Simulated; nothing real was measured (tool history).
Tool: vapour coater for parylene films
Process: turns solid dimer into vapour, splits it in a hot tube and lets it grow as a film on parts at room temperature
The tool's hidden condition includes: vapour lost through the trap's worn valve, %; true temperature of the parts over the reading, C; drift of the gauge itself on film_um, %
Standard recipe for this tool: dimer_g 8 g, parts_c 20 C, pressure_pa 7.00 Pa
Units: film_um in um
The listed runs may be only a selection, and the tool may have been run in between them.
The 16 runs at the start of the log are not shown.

| run | hour | dimer_g | parts_c | pressure_pa | hours of work since the trap's valve was overhauled | hours of work since the table's thermometer was calibrated | film_um |
|---|---|---|---|---|---|---|---|
| 17 | 779.1 | 9 | 20 | 7.00 | 213 | 590 | 1.93 |
| 18 | 853.5 | 10 | 20 | 7.00 | 247 | 624 | 2.16 |
| 19 | 916.9 | 11 | 13 | 7.00 | 276 | 653 | 2.69 |
| 20 | 951.8 | 11 | 13 | 7.00 | 292 | 669 | 2.67 |
| 21 | 1022.8 | 11 | 13 | 7.00 | 325 | 701 | 2.67 |
| 22 | 1089.9 | 11 | 13 | 7.00 | 355 | 732 | 2.69 |
| 23 | 1163.4 | 12 | 16 | 7.00 | 389 | 766 | 2.72 |
| 24 | 1227.4 | 12 | 16 | 7.00 | 418 | 795 | 2.71 |
| 25 | 1297.0 | 12 | 16 | 7.00 | 450 | 827 | 2.73 |
| 26 | 1329.2 | 11 | 16 | 7.34 | 465 | 842 | 2.45 |
| 27 | 1407.7 | 11 | 18 | 2.32 | 501 | 877 | 2.85 |
| 28 | 1440.7 | 11 | 18 | 3.02 | 516 | 893 | 2.70 |
| 29 | 1490.6 | 11 | 18 | 3.02 | 539 | 915 | 2.69 |
| 30 | 1563.3 | 4 | 18 | 3.02 | 572 | 949 | 1.00 |
| 31 | 1614.1 | 4 | 18 | 3.02 | 595 | 972 | 0.99 |
| 32 | 1664.0 | 5 | 18 | 3.02 | 618 | 995 | 1.20 |
| 33 | 1728.5 | 5 | 18 | 3.02 | 647 | 1024 | 1.21 |

Each row is a separate what-if for the run after 33, all from the same tool condition, not one after another. Results?
| A | 1778.6 | 12 | 17 | 3.02 | 670 | 1047 | ? |
| B | 1778.6 | 8 | 18 | 3.77 | 670 | 1047 | ? |
| C | 1778.6 | 8 | 20 | 8.99 | 670 | 1047 | ? |

| run | film_um |
|---|---|
| A | 2.95 |
| B | 1.86 |
| C | 1.52 |
Take away the tool's hidden state, keep each run's random variation, and the runs would have read:
| run | film_um |
|---|---|
| A | 3.19 |
| B | 2.01 |
| C | 1.65 |
